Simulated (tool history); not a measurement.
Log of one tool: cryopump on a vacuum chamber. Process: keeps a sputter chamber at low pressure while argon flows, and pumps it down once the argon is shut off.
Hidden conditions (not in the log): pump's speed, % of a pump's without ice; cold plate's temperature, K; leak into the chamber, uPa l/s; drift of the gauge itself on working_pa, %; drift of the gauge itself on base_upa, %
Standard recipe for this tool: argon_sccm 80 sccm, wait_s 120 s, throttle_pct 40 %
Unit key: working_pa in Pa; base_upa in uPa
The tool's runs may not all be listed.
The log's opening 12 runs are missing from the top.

run,hour,argon_sccm,wait_s,throttle_pct,hours of work since the pump was warmed up and emptied,hours of work since the cold head was overhauled,hours of work since the chamber's fittings were tightened,working_pa,base_upa
13,763.6,33,120,40,211,1807,1265,0.0683,0.76
14,855.5,142,120,40,258,1853,1311,0.2955,0.74
15,940.4,142,120,40,300,1896,1354,0.2947,0.78
16,991.9,142,120,40,326,1922,1380,0.2976,0.81
17,1057.9,142,120,40,359,1955,1413,0.2968,0.86
18,1131,80,38,18,396,1992,1450,0.3646,1.47
19,1185.9,144,38,18,424,2020,1477,0.6566,1.47
20,1277.9,144,38,18,470,2066,1524,0.6647,1.52
21,1323.2,46,166,18,493,2089,1547,0.2119,0.83
22,1387.1,46,166,18,525,2121,1579,0.2112,0.79
23,1427.2,66,166,18,545,2141,1599,0.3018,0.8
24,1503.1,66,166,18,584,2179,1637,0.3014,0.84
25,1551.8,45,230,15,608,2204,1662,0.2473,0.75
26,1591.8,127,221,42,628,2224,1682,0.2591,0.78
27,1652.6,92,221,34,659,2255,1712,0.2284,0.8
28,1735.4,80,116,30,700,2296,1754,0.2268,0.95
29,1823.3,41,163,54,745,2340,1798,0.0674,0.88
30,1889.2,80,261,40,778,2374,1831,0.1748,0.85
# hour 1921.7: pump warmed up, emptied and cooled again
31,1931.6,157,252,33,5,2392,1850,0.3853,0.73
32,1974.8,157,252,33,27,2414,1872,0.3857,0.72

Branching from run 32: 5 alternative next runs. What would each branch give?
A,2020.1,80,77,40,50,2437,1895,?,?
B,2020.1,80,26,24,50,2437,1895,?,?
C,2020.1,44,213,51,50,2437,1895,?,?
D,2020.1,95,46,20,50,2437,1895,?,?
E,2020.1,119,252,33,50,2437,1895,?,?

run,working_pa,base_upa
A,0.1628,1.06
B,0.272,2.01
C,0.071,0.77
D,0.385,1.32
E,0.2946,0.79
The same runs, with their run-to-run variation unchanged, on a tool lacking any hidden condition would have given:
run,working_pa,base_upa
A,0.1611,0.61
B,0.2702,1.53
C,0.07,0.3
D,0.3829,0.87
E,0.292,0.32
